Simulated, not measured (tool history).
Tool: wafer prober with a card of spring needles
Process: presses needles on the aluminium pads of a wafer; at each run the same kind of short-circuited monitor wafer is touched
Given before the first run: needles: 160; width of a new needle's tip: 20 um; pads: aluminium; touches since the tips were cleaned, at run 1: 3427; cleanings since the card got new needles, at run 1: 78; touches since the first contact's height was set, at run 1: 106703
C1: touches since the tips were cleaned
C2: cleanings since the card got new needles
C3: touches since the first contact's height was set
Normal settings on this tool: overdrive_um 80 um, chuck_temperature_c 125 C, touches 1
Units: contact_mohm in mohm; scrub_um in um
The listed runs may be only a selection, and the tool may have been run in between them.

{"run": 1, "hour": 0.0, "overdrive_um": 80, "chuck_temperature_c": 125, "touches": 1, "C1": 3427, "C2": 78, "C3": 106703, "contact_mohm": 246, "scrub_um": 21.18}
{"hour": 8.0, "done": "tips cleaned on abrasive film"}
{"hour": 21.4, "done": "tips cleaned on abrasive film"}
{"hour": 34.9, "done": "tips cleaned on abrasive film"}
{"hour": 48.3, "done": "tips cleaned on abrasive film"}
{"run": 2, "hour": 55.3, "overdrive_um": 80, "chuck_temperature_c": 125, "touches": 1, "C1": 4485, "C2": 82, "C3": 141550, "contact_mohm": 253, "scrub_um": 21}
{"hour": 60.8, "done": "tips cleaned on abrasive film"}
{"hour": 74.2, "done": "tips cleaned on abrasive film"}
{"hour": 87.6, "done": "tips cleaned on abrasive film"}
{"hour": 100.9, "done": "tips cleaned on abrasive film"}
{"hour": 111.9, "done": "height of the first contact set anew"}
{"hour": 114.4, "done": "tips cleaned on abrasive film"}
{"run": 3, "hour": 114.4, "overdrive_um": 80, "chuck_temperature_c": 29, "touches": 1, "C1": 0, "C2": 87, "C3": 1537, "contact_mohm": 180, "scrub_um": 21.27}
{"hour": 127.9, "done": "tips cleaned on abrasive film"}
{"hour": 141.3, "done": "tips cleaned on abrasive film"}
{"run": 4, "hour": 142.8, "overdrive_um": 80, "chuck_temperature_c": 29, "touches": 1, "C1": 977, "C2": 89, "C3": 19445, "contact_mohm": 198, "scrub_um": 21.31}
{"hour": 153.5, "done": "tips cleaned on abrasive film"}
{"hour": 166.9, "done": "tips cleaned on abrasive film"}
{"run": 5, "hour": 170.5, "overdrive_um": 80, "chuck_temperature_c": 29, "touches": 1, "C1": 2278, "C2": 91, "C3": 36885, "contact_mohm": 214, "scrub_um": 21.28}
{"hour": 178.6, "done": "tips cleaned on abrasive film"}
{"hour": 192.0, "done": "tips cleaned on abrasive film"}
{"hour": 205.4, "done": "tips cleaned on abrasive film"}
{"run": 6, "hour": 210.0, "overdrive_um": 80, "chuck_temperature_c": 29, "touches": 1, "C1": 2934, "C2": 94, "C3": 61718, "contact_mohm": 228, "scrub_um": 21.14}
{"hour": 218.0, "done": "tips cleaned on abrasive film"}
{"hour": 231.4, "done": "tips cleaned on abrasive film"}
{"hour": 242.2, "done": "tips cleaned on abrasive film"}
{"run": 7, "hour": 246.2, "overdrive_um": 80, "chuck_temperature_c": 29, "touches": 1, "C1": 2553, "C2": 97, "C3": 84526, "contact_mohm": 220, "scrub_um": 21.15}
{"hour": 254.3, "done": "tips cleaned on abrasive film"}
{"hour": 267.8, "done": "tips cleaned on abrasive film"}
{"hour": 278.6, "done": "tips cleaned on abrasive film"}
{"hour": 292.0, "done": "tips cleaned on abrasive film"}
{"run": 8, "hour": 299.8, "overdrive_um": 80, "chuck_temperature_c": 29, "touches": 1, "C1": 4941, "C2": 101, "C3": 118248, "contact_mohm": 246, "scrub_um": 21.07}
{"hour": 305.2, "done": "tips cleaned on abrasive film"}
{"hour": 316.0, "done": "tips cleaned on abrasive film"}
{"hour": 329.5, "done": "tips cleaned on abrasive film"}
{"run": 9, "hour": 333.2, "overdrive_um": 80, "chuck_temperature_c": 29, "touches": 1, "C1": 2341, "C2": 104, "C3": 139213, "contact_mohm": 224, "scrub_um": 21.06}
{"hour": 341.2, "done": "tips cleaned on abrasive film"}
{"hour": 354.6, "done": "tips cleaned on abrasive film"}
{"hour": 365.4, "done": "tips cleaned on abrasive film"}
{"hour": 378.8, "done": "tips cleaned on abrasive film"}
{"run": 10, "hour": 388.7, "overdrive_um": 85, "chuck_temperature_c": 27, "touches": 1, "C1": 6297, "C2": 108, "C3": 174213, "contact_mohm": 253, "scrub_um": 22.25}
{"hour": 391.5, "done": "tips cleaned on abrasive film"}
{"hour": 391.8, "done": "height of the first contact set anew"}
{"hour": 402.6, "done": "tips cleaned on abrasive film"}
{"hour": 416.0, "done": "tips cleaned on abrasive film"}
{"hour": 426.8, "done": "tips cleaned on abrasive film"}
{"hour": 440.2, "done": "tips cleaned on abrasive film"}
{"run": 11, "hour": 442.5, "overdrive_um": 85, "chuck_temperature_c": 27, "touches": 1, "C1": 1465, "C2": 113, "C3": 31941, "contact_mohm": 200, "scrub_um": 22.58}
{"hour": 453.3, "done": "tips cleaned on abrasive film"}
{"hour": 466.8, "done": "tips cleaned on abrasive film"}
{"hour": 480.2, "done": "tips cleaned on abrasive film"}
{"run": 12, "hour": 484.7, "overdrive_um": 85, "chuck_temperature_c": 27, "touches": 1, "C1": 2840, "C2": 116, "C3": 58483, "contact_mohm": 221, "scrub_um": 22.52}
{"hour": 492.8, "done": "tips cleaned on abrasive film"}
{"hour": 506.1, "done": "tips cleaned on abrasive film"}
{"run": 13, "hour": 513.2, "overdrive_um": 85, "chuck_temperature_c": 60, "touches": 3, "C1": 4501, "C2": 118, "C3": 76466, "contact_mohm": 204, "scrub_um": 22.46}
{"hour": 518.7, "done": "tips cleaned on abrasive film"}
{"hour": 532.1, "done": "tips cleaned on abrasive film"}
{"hour": 545.6, "done": "tips cleaned on abrasive film"}
{"run": 14, "hour": 551.9, "overdrive_um": 95, "chuck_temperature_c": 42, "touches": 2, "C1": 4040, "C2": 121, "C3": 100823, "contact_mohm": 205, "scrub_um": 25.15}
{"hour": 557.4, "done": "tips cleaned on abrasive film"}
{"hour": 570.8, "done": "tips cleaned on abrasive film"}
{"hour": 583.0, "done": "tips cleaned on abrasive film"}
{"run": 15, "hour": 583.0, "overdrive_um": 97, "chuck_temperature_c": 27, "touches": 3, "C1": 0, "C2": 124, "C3": 120344, "contact_mohm": 169, "scrub_um": 25.67}

A few steps of contact_mohm between consecutive runs. Split each: what settings, incoming material and random variation would produce without the hidden state, and what is left over for the hidden state, along with gauge scatter present in only one of the two compared results (measured, and without hidden state):
What the log doesn't record here: debris on the tips, nm; way that the needles fall short of the set height, um; tips' diameter, um; drift of the gauge itself on contact_mohm, %; drift of the gauge itself on scrub_um, %.
Run 2 -> 3: chuck_temperature_c 125 -> 29, tips cleaned on abrasive film, tips cleaned on abrasive film, tips cleaned on abrasive film, tips cleaned on abrasive film, height of the first contact set anew, tips cleaned on abrasive film. contact_mohm -73 mohm: hidden state -51, all else -22.
Run 10 -> 11: tips cleaned on abrasive film, height of the first contact set anew, tips cleaned on abrasive film, tips cleaned on abrasive film, tips cleaned on abrasive film, tips cleaned on abrasive film. contact_mohm -53 mohm: hidden state -54, all else +1.

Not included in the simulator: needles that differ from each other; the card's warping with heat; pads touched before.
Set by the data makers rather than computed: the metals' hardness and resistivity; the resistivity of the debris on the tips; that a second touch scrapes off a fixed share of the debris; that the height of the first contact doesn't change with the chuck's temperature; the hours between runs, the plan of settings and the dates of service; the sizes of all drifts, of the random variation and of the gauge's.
